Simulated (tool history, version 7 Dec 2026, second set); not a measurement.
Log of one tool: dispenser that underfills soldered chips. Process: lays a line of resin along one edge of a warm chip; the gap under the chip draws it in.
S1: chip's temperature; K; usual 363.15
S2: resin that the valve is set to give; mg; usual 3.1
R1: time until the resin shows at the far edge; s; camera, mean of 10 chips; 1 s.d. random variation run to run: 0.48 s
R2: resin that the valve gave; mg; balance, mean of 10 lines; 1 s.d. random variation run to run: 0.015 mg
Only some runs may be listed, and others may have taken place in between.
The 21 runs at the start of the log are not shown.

| run | day | S1 | S2 | R1 | R2 |
|---|---|---|---|---|---|
| 22 | 8.525 | 353.15 | 3.73 | 107.4 | 3.61 |
|  | 8.579 | new syringe of resin |
| 23 | 8.925 | 372.15 | 3.74 | 33.5 | 3.6 |
|  | 9.379 | new syringe of resin |
| 24 | 9.433 | 363.15 | 3.82 | 42 | 3.67 |
| 25 | 9.667 | 363.15 | 3.82 | 51 | 3.64 |
|  | 9.929 | dispensing valve cleaned and set on the balance |
|  | 10.192 | new syringe of resin |
| 26 | 10.192 | 367.15 | 3.49 | 33.5 | 3.5 |
| 27 | 10.554 | 358.15 | 2.79 | 68.1 | 2.76 |
| 28 | 10.908 | 362.15 | 2.72 | 74.5 | 2.67 |
|  | 10.992 | new syringe of resin |
| 29 | 11.358 | 352.15 | 3.02 | 93.5 | 2.96 |
|  | 11.512 | stage's temperature calibrated |
|  | 11.808 | new syringe of resin |
| 30 | 11.808 | 352.15 | 3.02 | 64.1 | 2.95 |
| 31 | 12.329 | 373.15 | 3.95 | 34.3 | 3.83 |
|  | 12.583 | new syringe of resin |
| 32 | 12.612 | 361.15 | 3.01 | 41.8 | 2.89 |
| 33 | 12.917 | 357.15 | 3.01 | 62 | 2.9 |
|  | 13.367 | new syringe of resin |
| 34 | 13.467 | 354.15 | 2.81 | 64.1 | 2.69 |

Forecast each of these 3 alternatives for the next run:
| A | 13.967 | 370.15 | 2.76 | ? | ? |
| B | 13.967 | 363.15 | 2.61 | ? | ? |
| C | 13.967 | 363.15 | 3.05 | ? | ? |

| run | R1 | R2 |
|---|---|---|
| A | 43.8 | 2.64 |
| B | 60.6 | 2.46 |
| C | 57.9 | 2.89 |
Without the tool's hidden state the same runs would have given:
| run | R1 | R2 |
|---|---|---|
| A | 28 | 2.77 |
| B | 38.4 | 2.58 |
| C | 37 | 3.03 |

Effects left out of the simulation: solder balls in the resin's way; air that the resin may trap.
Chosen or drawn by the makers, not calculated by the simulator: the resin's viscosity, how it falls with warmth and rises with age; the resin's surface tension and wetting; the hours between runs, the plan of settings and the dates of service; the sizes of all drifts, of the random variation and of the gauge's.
